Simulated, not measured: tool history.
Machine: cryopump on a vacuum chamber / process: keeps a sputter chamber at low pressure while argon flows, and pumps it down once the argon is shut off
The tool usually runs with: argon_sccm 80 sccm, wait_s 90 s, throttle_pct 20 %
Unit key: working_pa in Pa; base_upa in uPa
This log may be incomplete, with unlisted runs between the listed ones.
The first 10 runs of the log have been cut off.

run	hour	argon_sccm	wait_s	throttle_pct	hours of work since the pump was warmed up and emptied	hours of work since the cold head was overhauled	hours of work since the chamber's fittings were tightened	working_pa	base_upa
11	282.1	39	90	28	233	550	3198	0.2250	4.20
12	319.2	80	90	20	251	567	3216	0.6371	4.22
13	352.0	80	90	20	266	583	3231	0.6374	4.32
14	382.8	80	90	20	281	598	3246	0.6397	4.39
15	414.7	80	90	30	296	613	3261	0.4352	4.34
16	452.2	80	90	30	314	630	3279	0.4354	4.45
# hour 460.1: pump warmed up, emptied and cooled again
17	481.4	80	90	30	10	642	3290	0.4133	3.83
18	497.4	148	90	50	18	650	3298	0.4595	3.79
19	533.0	94	90	20	35	666	3315	0.7272	3.80
20	552.3	131	262	41	44	676	3324	0.5009	3.44
21	582.2	131	262	41	58	690	3338	0.5000	3.48
22	617.8	39	136	34	75	707	3355	0.1797	3.69
23	643.2	39	136	34	87	719	3367	0.1803	3.74
24	665.1	80	98	20	97	729	3377	0.6230	3.96
25	703.4	131	297	37	115	747	3395	0.5593	3.57
26	720.7	131	297	37	123	755	3404	0.5624	3.52
27	744.3	80	90	18	135	766	3415	0.6946	4.17
28	772.8	88	46	21	148	780	3428	0.6587	4.89
29	804.4	88	46	21	163	795	3443	0.6576	4.98
30	824.5	88	46	27	173	804	3453	0.5160	5.12
31	854.1	70	20	59	187	818	3467	0.1963	6.93
32	892.6	56	20	36	205	837	3485	0.2517	7.11
33	916.7	153	27	36	216	848	3496	0.6869	6.17

What if the next run were any one of these 3? Each begins from the tool's condition after run 33:
A	948.6	52	33	22	231	863	3512	?	?
B	948.6	99	237	43	231	863	3512	?	?
C	948.6	80	22	33	231	863	3512	?	?

run	working_pa	base_upa
A	0.3746	5.68
B	0.3779	3.98
C	0.3901	6.97
What these runs would have given with no unlogged condition in the tool:
run	working_pa	base_upa
A	0.3627	2.40
B	0.3553	0.62
C	0.3719	3.57
